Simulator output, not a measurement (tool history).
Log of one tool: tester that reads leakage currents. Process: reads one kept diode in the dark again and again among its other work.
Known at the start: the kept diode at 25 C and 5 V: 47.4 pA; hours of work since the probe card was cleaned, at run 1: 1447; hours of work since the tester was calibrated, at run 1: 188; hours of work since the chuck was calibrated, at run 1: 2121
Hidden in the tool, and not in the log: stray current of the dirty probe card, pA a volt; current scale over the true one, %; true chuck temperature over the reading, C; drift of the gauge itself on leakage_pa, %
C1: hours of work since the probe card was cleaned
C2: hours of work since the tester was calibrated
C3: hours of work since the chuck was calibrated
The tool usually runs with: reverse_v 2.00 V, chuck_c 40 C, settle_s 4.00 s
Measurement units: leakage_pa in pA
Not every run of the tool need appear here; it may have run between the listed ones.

Run 1, hour 0.0: usual settings; C1 1447; C2 188; C3 2121. Result: leakage_pa 93.70 pA.
Run 2, hour 64.7: usual settings; C1 1499; C2 240; C3 2173. Result: leakage_pa 93.37 pA.
Run 3, hour 155.1: usual settings; C1 1571; C2 312; C3 2245. Result: leakage_pa 93.12 pA.
At hour 219.6: chuck's temperature calibrated.
Run 4, hour 230.8: usual settings but chuck_c 42 C; C1 1630; C2 371; C3 9. Result: leakage_pa 104.56 pA.
Run 5, hour 296.5: usual settings but chuck_c 42 C; C1 1682; C2 424; C3 61. Result: leakage_pa 104.05 pA.
Run 6, hour 369.3: usual settings but chuck_c 42 C; C1 1741; C2 482; C3 120. Result: leakage_pa 103.68 pA.
Run 7, hour 444.6: usual settings but chuck_c 27 C; C1 1801; C2 542; C3 180. Result: leakage_pa 36.30 pA.
Run 8, hour 527.9: usual settings but chuck_c 27 C; C1 1867; C2 608; C3 246. Result: leakage_pa 36.24 pA.
Run 9, hour 616.7: usual settings but settle_s 0.66 s; C1 1938; C2 680; C3 317. Result: leakage_pa 90.92 pA.
At hour 658.5: chuck's temperature calibrated, once more.
Run 10, hour 694.1: usual settings but reverse_v 8.08 V, chuck_c 46 C, settle_s 6.62 s; C1 1999; C2 740; C3 28. Result: leakage_pa 274.69 pA.
Run 11, hour 777.7: usual settings but reverse_v 8.08 V, chuck_c 46 C, settle_s 6.62 s; C1 2065; C2 807; C3 95. Result: leakage_pa 274.23 pA.
Run 12, hour 843.8: usual settings but chuck_c 29 C, settle_s 0.51 s; C1 2118; C2 859; C3 148. Result: leakage_pa 49.07 pA.
Run 13, hour 914.1: usual settings but reverse_v 2.06 V, chuck_c 29 C, settle_s 0.54 s; C1 2174; C2 916; C3 204. Result: leakage_pa 49.92 pA.
Run 14, hour 973.0: usual settings but reverse_v 4.40 V, chuck_c 56 C, settle_s 3.12 s; C1 2221; C2 963; C3 251. Result: leakage_pa 401.83 pA.
Run 15, hour 1043.2: usual settings but reverse_v 1.03 V, settle_s 6.99 s; C1 2278; C2 1019; C3 308. Result: leakage_pa 78.92 pA.

Consider 3 possible next runs. They are alternatives, not a sequence: every one starts from the tool as it was left by run 15. What does each give?
Run A, hour 1119.0: usual settings but reverse_v 4.29 V, chuck_c 27 C, settle_s 6.13 s; C1 2338; C2 1079; C3 368. Result: leakage_pa ?.
Run B, hour 1119.0: usual settings but reverse_v 1.03 V, chuck_c 47 C, settle_s 0.71 s; C1 2338; C2 1079; C3 368. Result: leakage_pa ?.
Run C, hour 1119.0: usual settings but reverse_v 1.15 V, settle_s 9.46 s; C1 2338; C2 1079; C3 368. Result: leakage_pa ?.

run  leakage_pa
  A       58.88
  B      126.02
  C       81.61
The same runs, with their run-to-run variation unchanged, on a tool lacking any hidden condition would have given:
run  leakage_pa
  A       52.21
  B      127.20
  C       81.52

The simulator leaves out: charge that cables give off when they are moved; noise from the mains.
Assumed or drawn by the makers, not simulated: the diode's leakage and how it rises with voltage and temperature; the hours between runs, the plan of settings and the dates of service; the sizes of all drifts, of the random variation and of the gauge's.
